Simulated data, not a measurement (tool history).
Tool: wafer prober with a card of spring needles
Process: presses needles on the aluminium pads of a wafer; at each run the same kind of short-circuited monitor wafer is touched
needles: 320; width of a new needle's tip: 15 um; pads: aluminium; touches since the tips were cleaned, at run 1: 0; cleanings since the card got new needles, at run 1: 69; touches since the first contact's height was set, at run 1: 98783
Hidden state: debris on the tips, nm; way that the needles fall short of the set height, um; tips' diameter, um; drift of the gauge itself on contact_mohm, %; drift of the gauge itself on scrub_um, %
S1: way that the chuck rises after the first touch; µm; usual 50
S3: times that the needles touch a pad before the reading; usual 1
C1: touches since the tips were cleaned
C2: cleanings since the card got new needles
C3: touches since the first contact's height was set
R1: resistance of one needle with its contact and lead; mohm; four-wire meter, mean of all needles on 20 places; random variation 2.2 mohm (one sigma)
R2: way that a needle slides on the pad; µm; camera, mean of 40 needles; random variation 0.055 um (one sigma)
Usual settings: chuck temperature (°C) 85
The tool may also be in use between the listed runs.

Run 1, day 0.000: usual settings; C1 0; C2 69; C3 98783. Result: R1 258 mohm, R2 12.29 µm.
At day 0.375: tips cleaned on abrasive film.
At day 0.679: tips cleaned on abrasive film.
At day 1.054: tips cleaned on abrasive film.
Run 2, day 1.192: usual settings but S1 35 µm; C1 1982; C2 72; C3 115700. Result: R1 427 mohm, R2 8.44 µm.
At day 1.421: tips cleaned on abrasive film.
At day 1.796: tips cleaned on abrasive film.
Run 3, day 1.967: usual settings but S3 2; C1 2477; C2 74; C3 126712. Result: R1 300 mohm, R2 12.20 µm.
At day 2.117: tips cleaned on abrasive film.
At day 2.492: tips cleaned on abrasive film.
Run 4, day 2.621: usual settings but S3 2; C1 1855; C2 76; C3 135951. Result: R1 299 mohm, R2 12.23 µm.
At day 2.846: tips cleaned on abrasive film.
At day 3.221: tips cleaned on abrasive film.
At day 3.588: tips cleaned on abrasive film.
At day 3.958: tips cleaned on abrasive film.
Run 5, day 3.988: usual settings but S3 2; C1 435; C2 80; C3 155327. Result: R1 269 mohm, R2 12.16 µm.
At day 4.271: tips cleaned on abrasive film.
At day 4.571: tips cleaned on abrasive film.
At day 4.942: tips cleaned on abrasive film.
Run 6, day 5.179: usual settings but S1 64 µm, S3 2; C1 3403; C2 83; C3 172219. Result: R1 290 mohm, R2 15.65 µm.
At day 5.254: tips cleaned on abrasive film.
At day 5.617: tips cleaned on abrasive film.
At day 5.988: tips cleaned on abrasive film.
Run 7, day 6.108: usual settings but S1 66 µm, S3 2; C1 1768; C2 86; C3 185409. Result: R1 269 mohm, R2 16.11 µm.
At day 6.333: tips cleaned on abrasive film.
At day 6.704: tips cleaned on abrasive film.
At day 6.779: tips cleaned on abrasive film, once more.
At day 7.129: tips cleaned on abrasive film.
At day 7.433: tips cleaned on abrasive film.
Run 8, day 7.496: usual settings but S1 66 µm, S3 2; C1 936; C2 91; C3 205028. Result: R1 261 mohm, R2 16.12 µm.

Run 9 comes next. What will it give?
At day 7.800: tips cleaned on abrasive film.
At day 8.175: tips cleaned on abrasive film.
At day 8.542: tips cleaned on abrasive film.
At day 8.908: tips cleaned on abrasive film.
Run 9, day 8.925: usual settings; C1 293; C2 95; C3 225296. Result: R1 ?, R2 ?.

{"run 9": {"R1": 271, "R2": 11.86}}
Without the tool's hidden state the same run would have given R1 241 mohm, R2 12.63 µm.
